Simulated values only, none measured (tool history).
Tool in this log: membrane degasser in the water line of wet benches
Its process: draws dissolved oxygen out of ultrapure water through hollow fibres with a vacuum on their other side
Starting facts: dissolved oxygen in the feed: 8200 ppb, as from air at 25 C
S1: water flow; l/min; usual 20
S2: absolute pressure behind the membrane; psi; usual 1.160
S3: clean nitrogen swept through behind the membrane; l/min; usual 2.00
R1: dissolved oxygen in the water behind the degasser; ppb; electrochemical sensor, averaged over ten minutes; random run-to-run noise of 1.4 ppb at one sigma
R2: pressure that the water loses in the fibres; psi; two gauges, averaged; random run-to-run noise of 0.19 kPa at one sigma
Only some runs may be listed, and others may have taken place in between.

run	hour	S1	S2	S3	R1	R2
1	0.0	20	1.160	2.00	139.0	5.858
2	74.3	20	1.160	2.00	139.0	5.836
3	162.9	20	0.847	2.00	92.5	5.886
4	245.6	25	1.160	2.00	184.5	7.320
5	297.6	20	1.160	1.24	205.0	5.867
6	393.3	28	1.160	2.00	212.5	8.235
7	481.2	28	1.160	2.00	216.2	8.242
8	525.5	28	1.160	2.00	213.9	8.222
9	567.3	28	1.160	2.00	214.6	8.241
10	642.9	14	1.160	2.00	91.7	4.097
11	718.2	20	1.160	2.00	143.3	5.875
12	791.0	20	1.160	2.00	141.5	5.889
13	883.6	23	1.160	2.00	166.1	6.785
14	947.0	23	1.160	2.00	162.6	6.781
15	1035.6	20	1.160	2.00	141.4	5.860
16	1099.2	20	1.160	2.00	141.0	5.844
17	1148.4	20	1.160	2.00	140.8	5.819
18	1189.0	20	1.160	2.00	141.9	5.842
19	1229.4	20	1.160	2.00	140.5	5.929
20	1318.3	25	1.124	5.85	94.2	7.340
21	1411.1	23	0.867	5.85	66.7	6.795
22	1501.5	23	2.052	2.10	312.2	6.788
23	1569.0	22	2.078	2.37	278.0	6.447

Predict the results of run 24:
24	1651.9	20	1.160	1.08	?	?

{"run 24": {"R1": 224.2, "R2": 5.922}}
With the hidden condition absent and the run-to-run variation left alone, this run would have shown R1 224.1 ppb, R2 5.920 psi.
